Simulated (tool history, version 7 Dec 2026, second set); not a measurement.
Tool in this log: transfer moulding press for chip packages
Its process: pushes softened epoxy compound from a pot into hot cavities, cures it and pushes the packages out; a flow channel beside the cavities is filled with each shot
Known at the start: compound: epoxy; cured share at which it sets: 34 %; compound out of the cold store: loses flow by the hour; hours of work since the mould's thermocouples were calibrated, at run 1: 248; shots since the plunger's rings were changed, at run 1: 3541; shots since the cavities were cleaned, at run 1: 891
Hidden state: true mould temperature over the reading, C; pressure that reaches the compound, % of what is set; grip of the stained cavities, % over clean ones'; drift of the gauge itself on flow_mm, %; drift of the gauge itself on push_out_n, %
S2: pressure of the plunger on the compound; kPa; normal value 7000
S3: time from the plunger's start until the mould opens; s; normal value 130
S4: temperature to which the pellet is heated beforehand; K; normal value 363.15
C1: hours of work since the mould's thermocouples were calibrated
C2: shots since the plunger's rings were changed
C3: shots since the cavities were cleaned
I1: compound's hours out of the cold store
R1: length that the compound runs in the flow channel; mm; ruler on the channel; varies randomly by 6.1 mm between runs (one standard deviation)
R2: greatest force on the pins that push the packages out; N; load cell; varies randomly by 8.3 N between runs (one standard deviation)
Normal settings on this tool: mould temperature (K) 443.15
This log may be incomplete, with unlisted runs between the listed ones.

{"run": 1, "hour": 0.0, "mould temperature (K)": 443.15, "S2": 7000, "S3": 130, "S4": 363.15, "C1": 248, "C2": 3541, "C3": 891, "I1": 46.2, "R1": 634, "R2": 493}
{"hour": 22.7, "done": "cavities cleaned with cleaning compound and waxed"}
{"run": 2, "hour": 56.8, "mould temperature (K)": 443.15, "S2": 7000, "S3": 130, "S4": 370.15, "C1": 281, "C2": 4005, "C3": 286, "I1": 38.0, "R1": 642, "R2": 449}
{"run": 3, "hour": 102.1, "mould temperature (K)": 443.15, "S2": 7000, "S3": 130, "S4": 370.15, "C1": 307, "C2": 4386, "C3": 667, "I1": 33.1, "R1": 636, "R2": 463}
{"hour": 150.6, "done": "cavities cleaned with cleaning compound and waxed"}
{"run": 4, "hour": 150.6, "mould temperature (K)": 443.15, "S2": 7000, "S3": 130, "S4": 370.15, "C1": 335, "C2": 4781, "C3": 0, "I1": 33.0, "R1": 641, "R2": 363}
{"run": 5, "hour": 207.8, "mould temperature (K)": 443.15, "S2": 7000, "S3": 130, "S4": 370.15, "C1": 369, "C2": 5262, "C3": 481, "I1": 17.0, "R1": 679, "R2": 463}
{"run": 6, "hour": 239.1, "mould temperature (K)": 443.15, "S2": 7000, "S3": 153, "S4": 363.15, "C1": 387, "C2": 5525, "C3": 744, "I1": 24.5, "R1": 667, "R2": 439}
{"hour": 280.0, "done": "cavities cleaned with cleaning compound and waxed"}
{"run": 7, "hour": 285.1, "mould temperature (K)": 443.15, "S2": 7000, "S3": 153, "S4": 363.15, "C1": 413, "C2": 5899, "C3": 43, "I1": 39.7, "R1": 615, "R2": 370}
{"run": 8, "hour": 310.5, "mould temperature (K)": 451.15, "S2": 7000, "S3": 153, "S4": 363.15, "C1": 428, "C2": 6112, "C3": 256, "I1": 27.6, "R1": 606, "R2": 403}
{"hour": 335.9, "done": "plunger's sealing rings changed"}
{"hour": 351.9, "done": "mould's thermocouples calibrated"}
{"run": 9, "hour": 363.3, "mould temperature (K)": 443.15, "S2": 7000, "S3": 130, "S4": 363.15, "C1": 7, "C2": 214, "C3": 662, "I1": 21.5, "R1": 713, "R2": 505}
{"run": 10, "hour": 396.2, "mould temperature (K)": 443.15, "S2": 7000, "S3": 130, "S4": 363.15, "C1": 26, "C2": 490, "C3": 938, "I1": 13.8, "R1": 738, "R2": 527}
{"hour": 414.1, "done": "cavities cleaned with cleaning compound and waxed"}
{"run": 11, "hour": 439.5, "mould temperature (K)": 443.15, "S2": 7000, "S3": 130, "S4": 363.15, "C1": 51, "C2": 842, "C3": 213, "I1": 35.9, "R1": 677, "R2": 413}
{"run": 12, "hour": 465.1, "mould temperature (K)": 443.15, "S2": 7000, "S3": 130, "S4": 363.15, "C1": 66, "C2": 1057, "C3": 428, "I1": 26.1, "R1": 702, "R2": 450}
{"run": 13, "hour": 525.5, "mould temperature (K)": 443.15, "S2": 7000, "S3": 130, "S4": 363.15, "C1": 101, "C2": 1565, "C3": 936, "I1": 11.7, "R1": 735, "R2": 528}
{"hour": 544.2, "done": "cavities cleaned with cleaning compound and waxed"}
{"run": 14, "hour": 582.6, "mould temperature (K)": 443.15, "S2": 8040, "S3": 130, "S4": 363.15, "C1": 134, "C2": 2032, "C3": 323, "I1": 41.6, "R1": 695, "R2": 439}
{"run": 15, "hour": 618.6, "mould temperature (K)": 443.15, "S2": 8040, "S3": 130, "S4": 363.15, "C1": 155, "C2": 2335, "C3": 626, "I1": 13.9, "R1": 756, "R2": 495}
{"hour": 674.4, "done": "cavities cleaned with cleaning compound and waxed"}
{"run": 16, "hour": 674.4, "mould temperature (K)": 443.15, "S2": 8040, "S3": 130, "S4": 363.15, "C1": 187, "C2": 2791, "C3": 0, "I1": 47.8, "R1": 671, "R2": 364}
{"run": 17, "hour": 719.9, "mould temperature (K)": 451.15, "S2": 8040, "S3": 167, "S4": 363.15, "C1": 214, "C2": 3174, "C3": 383, "I1": 45.5, "R1": 648, "R2": 399}
{"run": 18, "hour": 762.2, "mould temperature (K)": 437.15, "S2": 7200, "S3": 130, "S4": 368.15, "C1": 239, "C2": 3529, "C3": 738, "I1": 22.5, "R1": 726, "R2": 672}
{"hour": 802.4, "done": "cavities cleaned with cleaning compound and waxed"}
{"run": 19, "hour": 822.4, "mould temperature (K)": 448.15, "S2": 5530, "S3": 112, "S4": 360.15, "C1": 274, "C2": 4022, "C3": 168, "I1": 27.1, "R1": 571, "R2": 398}
{"run": 20, "hour": 866.0, "mould temperature (K)": 448.15, "S2": 5760, "S3": 148, "S4": 368.15, "C1": 299, "C2": 4389, "C3": 535, "I1": 37.6, "R1": 555, "R2": 429}

Run 21 comes next. What will it give?
{"run": 21, "hour": 926.1, "mould temperature (K)": 435.15, "S2": 5480, "S3": 160, "S4": 363.15, "C1": 335, "C2": 4894, "C3": 1040, "I1": 16.2, "R1": "?", "R2": "?"}

R1: 642 mm
R2: 565 N
With the hidden condition absent and the run-to-run variation left alone, this run would have shown R1 686 mm, R2 404 N.
